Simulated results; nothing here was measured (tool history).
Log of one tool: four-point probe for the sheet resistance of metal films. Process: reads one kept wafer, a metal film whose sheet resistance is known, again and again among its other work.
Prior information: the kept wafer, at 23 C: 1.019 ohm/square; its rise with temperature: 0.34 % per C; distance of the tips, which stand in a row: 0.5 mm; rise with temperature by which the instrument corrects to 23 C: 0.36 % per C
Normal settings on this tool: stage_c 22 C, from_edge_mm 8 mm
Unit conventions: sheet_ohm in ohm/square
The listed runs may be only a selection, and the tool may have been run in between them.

{"run": 1, "hour": 0.0, "stage_c": 22, "from_edge_mm": 8, "sheet_ohm": 1.021685}
{"run": 2, "hour": 81.2, "stage_c": 19, "from_edge_mm": 8, "sheet_ohm": 1.022036}
{"run": 3, "hour": 153.6, "stage_c": 22, "from_edge_mm": 11, "sheet_ohm": 1.020376}
{"run": 4, "hour": 203.2, "stage_c": 22, "from_edge_mm": 8, "sheet_ohm": 1.02136}
{"run": 5, "hour": 248.6, "stage_c": 22, "from_edge_mm": 8, "sheet_ohm": 1.021258}
{"run": 6, "hour": 326.2, "stage_c": 22, "from_edge_mm": 8, "sheet_ohm": 1.021184}
{"run": 7, "hour": 411.0, "stage_c": 22, "from_edge_mm": 8, "sheet_ohm": 1.021352}
{"run": 8, "hour": 454.3, "stage_c": 22, "from_edge_mm": 8, "sheet_ohm": 1.021324}
{"run": 9, "hour": 511.6, "stage_c": 22, "from_edge_mm": 8, "sheet_ohm": 1.021214}
{"run": 10, "hour": 561.1, "stage_c": 33, "from_edge_mm": 8, "sheet_ohm": 1.018588}
{"run": 11, "hour": 629.2, "stage_c": 22, "from_edge_mm": 8, "sheet_ohm": 1.021306}
{"run": 12, "hour": 699.5, "stage_c": 22, "from_edge_mm": 8, "sheet_ohm": 1.021381}
{"run": 13, "hour": 784.4, "stage_c": 22, "from_edge_mm": 8, "sheet_ohm": 1.021181}
{"run": 14, "hour": 840.2, "stage_c": 22, "from_edge_mm": 8, "sheet_ohm": 1.021431}
{"run": 15, "hour": 899.4, "stage_c": 22, "from_edge_mm": 8, "sheet_ohm": 1.021452}
{"run": 16, "hour": 968.3, "stage_c": 22, "from_edge_mm": 8, "sheet_ohm": 1.021506}
{"run": 17, "hour": 1029.9, "stage_c": 22, "from_edge_mm": 8, "sheet_ohm": 1.021538}
{"run": 18, "hour": 1075.8, "stage_c": 26, "from_edge_mm": 8, "sheet_ohm": 1.020058}
{"run": 19, "hour": 1123.1, "stage_c": 24, "from_edge_mm": 10, "sheet_ohm": 1.01994}
{"hour": 1134.1, "done": "stage's thermometer calibrated"}
{"run": 20, "hour": 1160.9, "stage_c": 32, "from_edge_mm": 14, "sheet_ohm": 1.017194}
{"run": 21, "hour": 1233.8, "stage_c": 27, "from_edge_mm": 7, "sheet_ohm": 1.020536}
{"run": 22, "hour": 1305.9, "stage_c": 27, "from_edge_mm": 7, "sheet_ohm": 1.020968}
{"run": 23, "hour": 1383.6, "stage_c": 27, "from_edge_mm": 7, "sheet_ohm": 1.020722}
{"run": 24, "hour": 1444.0, "stage_c": 27, "from_edge_mm": 61, "sheet_ohm": 1.017966}
{"run": 25, "hour": 1478.8, "stage_c": 21, "from_edge_mm": 50, "sheet_ohm": 1.019687}
{"run": 26, "hour": 1559.2, "stage_c": 21, "from_edge_mm": 50, "sheet_ohm": 1.019814}
{"run": 27, "hour": 1643.8, "stage_c": 24, "from_edge_mm": 45, "sheet_ohm": 1.018564}
{"run": 28, "hour": 1694.9, "stage_c": 33, "from_edge_mm": 6, "sheet_ohm": 1.019936}
{"run": 29, "hour": 1743.2, "stage_c": 24, "from_edge_mm": 5, "sheet_ohm": 1.02421}
{"run": 30, "hour": 1809.0, "stage_c": 18, "from_edge_mm": 38, "sheet_ohm": 1.020719}
{"hour": 1825.4, "done": "new probe head fitted"}
{"run": 31, "hour": 1851.3, "stage_c": 25, "from_edge_mm": 10, "sheet_ohm": 1.019793}
{"run": 32, "hour": 1914.9, "stage_c": 25, "from_edge_mm": 9, "sheet_ohm": 1.020013}
{"run": 33, "hour": 1996.8, "stage_c": 27, "from_edge_mm": 8, "sheet_ohm": 1.019942}
{"run": 34, "hour": 2056.3, "stage_c": 21, "from_edge_mm": 25, "sheet_ohm": 1.0194}
{"run": 35, "hour": 2106.0, "stage_c": 21, "from_edge_mm": 25, "sheet_ohm": 1.019485}
{"run": 36, "hour": 2164.6, "stage_c": 27, "from_edge_mm": 13, "sheet_ohm": 1.01886}

Forecast each of these 4 alternatives for the next run:
{"run": "A", "hour": 2250.7, "stage_c": 21, "from_edge_mm": 38, "sheet_ohm": "?"}
{"run": "B", "hour": 2250.7, "stage_c": 33, "from_edge_mm": 53, "sheet_ohm": "?"}
{"run": "C", "hour": 2250.7, "stage_c": 22, "from_edge_mm": 27, "sheet_ohm": "?"}
{"run": "D", "hour": 2250.7, "stage_c": 23, "from_edge_mm": 8, "sheet_ohm": "?"}

run=A sheet_ohm=1.019608
run=B sheet_ohm=1.01654
run=C sheet_ohm=1.019568
run=D sheet_ohm=1.021434
With the hidden condition removed and each run's random variation left untouched, the same runs would have given:
run=A sheet_ohm=1.019505
run=B sheet_ohm=1.016437
run=C sheet_ohm=1.019464
run=D sheet_ohm=1.021331
